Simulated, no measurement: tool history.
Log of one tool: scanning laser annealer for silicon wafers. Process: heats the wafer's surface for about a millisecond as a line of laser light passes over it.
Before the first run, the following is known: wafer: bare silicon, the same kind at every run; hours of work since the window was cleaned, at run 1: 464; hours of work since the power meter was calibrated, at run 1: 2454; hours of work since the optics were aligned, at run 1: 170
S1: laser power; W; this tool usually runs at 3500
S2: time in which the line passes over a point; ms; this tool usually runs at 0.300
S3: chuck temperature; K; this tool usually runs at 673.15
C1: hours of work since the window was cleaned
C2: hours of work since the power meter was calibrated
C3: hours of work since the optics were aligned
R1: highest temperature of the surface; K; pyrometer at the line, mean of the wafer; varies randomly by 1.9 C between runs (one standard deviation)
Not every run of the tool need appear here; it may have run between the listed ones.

run,day,S1,S2,S3,C1,C2,C3,R1
1,0.000,3500,0.300,673.15,464,2454,170,1474.15
2,2.008,3500,0.300,673.15,498,2487,203,1471.15
3,5.354,3500,0.300,673.15,553,2543,259,1473.15
4,8.033,3500,0.300,673.15,597,2587,303,1473.15
5,9.729,3500,0.300,673.15,625,2615,331,1471.15
6,12.638,3500,0.300,673.15,673,2663,379,1468.15
7,16.533,3500,0.300,673.15,738,2728,444,1463.15
8,20.392,3500,0.300,673.15,802,2791,507,1464.15
9,23.542,3500,0.300,673.15,854,2844,560,1462.15
10,27.242,3500,0.300,673.15,915,2905,621,1464.15
11,30.621,3500,0.300,673.15,971,2961,677,1463.15
# day 32.075: window over the wafer cleaned
12,33.142,3500,0.300,673.15,18,3001,717,1487.15
# day 33.629: laser's power meter calibrated
13,35.504,3500,0.300,673.15,55,31,754,1487.15
14,38.138,3500,0.300,673.15,98,75,798,1486.15
15,41.921,3500,0.300,673.15,161,137,860,1488.15
# day 44.825: laser's power meter calibrated, once more
16,44.904,3500,0.300,705.15,208,1,908,1496.15
17,48.808,3500,0.300,691.15,273,66,972,1478.15
18,52.267,3777,0.300,673.15,330,123,1029,1528.15
19,55.679,3777,0.300,673.15,386,180,1086,1526.15
20,59.567,3777,0.300,673.15,451,244,1150,1525.15
21,63.400,3197,0.245,656.15,514,307,1214,1296.15
22,66.738,3197,0.245,656.15,569,363,1269,1295.15
23,70.679,3197,0.245,656.15,635,428,1334,1296.15
# day 71.854: optics aligned, line set to its width
24,73.229,3236,0.245,656.15,673,467,23,1307.15
25,75.246,3784,0.228,633.15,707,500,56,1377.15
26,77.950,3237,0.282,653.15,752,545,101,1354.15
27,81.475,3244,0.306,673.15,810,603,159,1406.15
28,83.238,3244,0.306,673.15,839,632,188,1406.15
29,85.492,3244,0.306,673.15,876,669,226,1402.15
30,88.904,3500,0.348,700.15,933,726,282,1551.15
# day 92.488: window over the wafer cleaned
31,92.758,3500,0.348,700.15,4,788,345,1569.15
32,95.408,3500,0.348,700.15,48,832,388,1562.15
33,97.538,3828,0.364,673.15,84,867,424,1649.15
34,100.375,3828,0.364,673.15,130,914,471,1646.15
35,103.258,3001,0.364,673.15,178,962,518,1424.15
36,105.883,3332,0.321,713.15,222,1006,562,1500.15
37,109.629,3595,0.300,700.15,284,1068,624,1521.15

3 options for the next run, each taken on its own from the tool as it stands now. Forecast them:
A,112.688,3464,0.263,708.15,334,1118,674,?
B,112.688,3196,0.371,673.15,334,1118,674,?
C,112.688,3639,0.220,651.15,334,1118,674,?

run,R1
A,1442.15
B,1477.15
C,1362.15
Without the tool's hidden state the same runs would have given:
run,R1
A,1449.15
B,1486.15
C,1369.15
